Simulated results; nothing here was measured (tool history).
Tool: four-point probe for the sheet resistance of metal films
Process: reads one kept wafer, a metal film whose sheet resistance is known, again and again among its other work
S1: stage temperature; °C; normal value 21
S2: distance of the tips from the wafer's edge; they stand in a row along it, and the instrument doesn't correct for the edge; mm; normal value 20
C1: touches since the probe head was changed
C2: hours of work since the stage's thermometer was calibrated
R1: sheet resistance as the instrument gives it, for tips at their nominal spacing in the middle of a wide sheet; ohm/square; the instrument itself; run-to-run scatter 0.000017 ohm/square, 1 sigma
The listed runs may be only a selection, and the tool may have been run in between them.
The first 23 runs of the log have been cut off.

run 24 hour=1262.8 | S1=21 S2=6 | C1=63213 C2=66 | R1=0.087093
run 25 hour=1319 | S1=21 S2=3 | C1=64512 C2=97 | R1=0.08804
run 26 hour=1352.2 | S1=21 S2=3 | C1=65279 C2=115 | R1=0.08807
run 27 hour=1382.2 | S1=30 S2=7 | C1=65972 C2=132 | R1=0.087398
run 28 hour=1453 | S1=21 S2=13 | C1=67607 C2=171 | R1=0.086873
run 29 hour=1507.5 | S1=18 S2=62 | C1=68866 C2=201 | R1=0.086711
run 30 hour=1574.7 | S1=18 S2=62 | C1=70417 C2=239 | R1=0.086737
run 31 hour=1616.4 | S1=27 S2=21 | C1=71380 C2=262 | R1=0.087115
run 32 hour=1659.2 | S1=26 S2=40 | C1=72371 C2=286 | R1=0.087077
run 33 hour=1700.8 | S1=26 S2=28 | C1=73330 C2=309 | R1=0.087096
run 34 hour=1747 | S1=35 S2=28 | C1=74398 C2=334 | R1=0.087401
run 35 hour=1797.5 | S1=22 S2=7 | C1=75565 C2=362 | R1=0.087192
run 36 hour=1870.9 | S1=22 S2=7 | C1=77259 C2=403 | R1=0.087176
run 37 hour=1916.5 | S1=22 S2=13 | C1=78312 C2=428 | R1=0.087059
run 38 hour=1984.6 | S1=21 S2=9 | C1=79885 C2=466 | R1=0.087074
run 39 hour=2031.5 | S1=21 S2=9 | C1=80969 C2=492 | R1=0.087097

Branching from run 39: 3 alternative next runs. What would each branch give?
run A hour=2080 | S1=35 S2=14 | C1=82089 C2=519 | R1=?
run B hour=2080 | S1=21 S2=10 | C1=82089 C2=519 | R1=?
run C hour=2080 | S1=30 S2=20 | C1=82089 C2=519 | R1=?

run=A R1=0.087562
run=B R1=0.087089
run=C R1=0.087338
Without the tool's hidden state the same runs would have given:
run=A R1=0.087012
run=B R1=0.086542
run=C R1=0.08679
